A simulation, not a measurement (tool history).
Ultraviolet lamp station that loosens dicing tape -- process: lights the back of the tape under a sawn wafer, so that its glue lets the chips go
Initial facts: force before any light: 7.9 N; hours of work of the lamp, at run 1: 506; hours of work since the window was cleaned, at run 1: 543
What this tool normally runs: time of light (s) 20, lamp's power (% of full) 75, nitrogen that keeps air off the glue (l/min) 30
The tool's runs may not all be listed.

run	hour	time of light (s)	lamp's power (% of full)	nitrogen that keeps air off the glue (l/min)	hours of work of the lamp	hours of work since the window was cleaned	force that peels the tape off (N)	light that reached the tape (mJ/cm2)
1	0	20	75	30	506	543	1.883	261
2	17.7	20	75	30	519	555	1.979	258
3	45.1	20	75	30	538	575	1.947	257
4	67.6	20	75	30	554	591	2.003	256
5	99.9	20	75	30	577	614	2.037	248
# hour 116.4: window cleaned of glue's vapour
6	125.6	14	75	30	595	7	3.257	162
7	155.6	20	75	13	616	28	3.246	221
8	181	20	75	13	634	46	3.223	224
9	198	20	75	13	646	58	3.298	223
# hour 217.6: lamp changed
10	232	20	66	30	10	81	2.012	246
# hour 257.2: window cleaned of glue's vapour, once more
11	257.2	20	75	30	28	0	1.118	382
12	293.2	20	75	30	53	26	1.14	370
13	326.3	20	75	30	77	49	1.182	364
14	342.3	20	75	30	88	60	1.173	362
15	375.1	20	75	30	111	84	1.201	359
16	390.5	20	75	30	122	95	1.192	352
17	423.5	20	75	52	146	118	0.921	352
18	440.4	20	75	30	158	130	1.304	347
19	464.6	20	75	30	175	147	1.237	346
20	501.1	20	75	30	201	173	1.346	338
21	534.7	19	88	16	225	197	1.586	367
22	553	20	75	16	238	210	1.918	325
23	569.6	20	75	16	250	222	2.027	329
24	585.8	20	75	16	261	233	1.998	320
25	619.2	20	75	11	285	257	2.521	314
26	652.7	20	64	30	309	281	1.88	266
27	689.8	40	78	36	335	307	0.32	642
28	723.3	40	61	36	359	331	0.564	491
29	739.3	14	75	46	370	342	2.173	208
30	758.8	12	87	30	384	356	2.645	206
31	778.1	23	75	30	398	370	1.387	340
32	808.6	23	75	30	419	391	1.35	336
33	834.4	20	93	30	438	410	1.226	352
34	867.3	20	93	30	461	433	1.275	348
35	889.1	20	65	30	476	449	2.229	239
36	918.9	20	93	31	498	470	1.311	338
37	942.8	20	93	31	515	487	1.347	334
38	961.8	36	97	42	528	500	0.315	615
39	993.6	17	75	11	551	523	3.468	221
40	1010.5	37	75	14	563	535	1.16	480

Alternative continuations, all from the tool just after run 40; predict every row:
A	1042.3	37	75	11	585	557	?	?
B	1042.3	11	75	20	585	557	?	?
C	1042.3	14	68	16	585	557	?	?

run	force that peels the tape off (N)	light that reached the tape (mJ/cm2)
A	1.332	464
B	3.955	138
C	3.762	164
With the hidden condition removed and each run's random variation left untouched, the same runs would have given:
run	force that peels the tape off (N)	light that reached the tape (mJ/cm2)
A	0.609	703
B	2.83	210
C	2.639	247

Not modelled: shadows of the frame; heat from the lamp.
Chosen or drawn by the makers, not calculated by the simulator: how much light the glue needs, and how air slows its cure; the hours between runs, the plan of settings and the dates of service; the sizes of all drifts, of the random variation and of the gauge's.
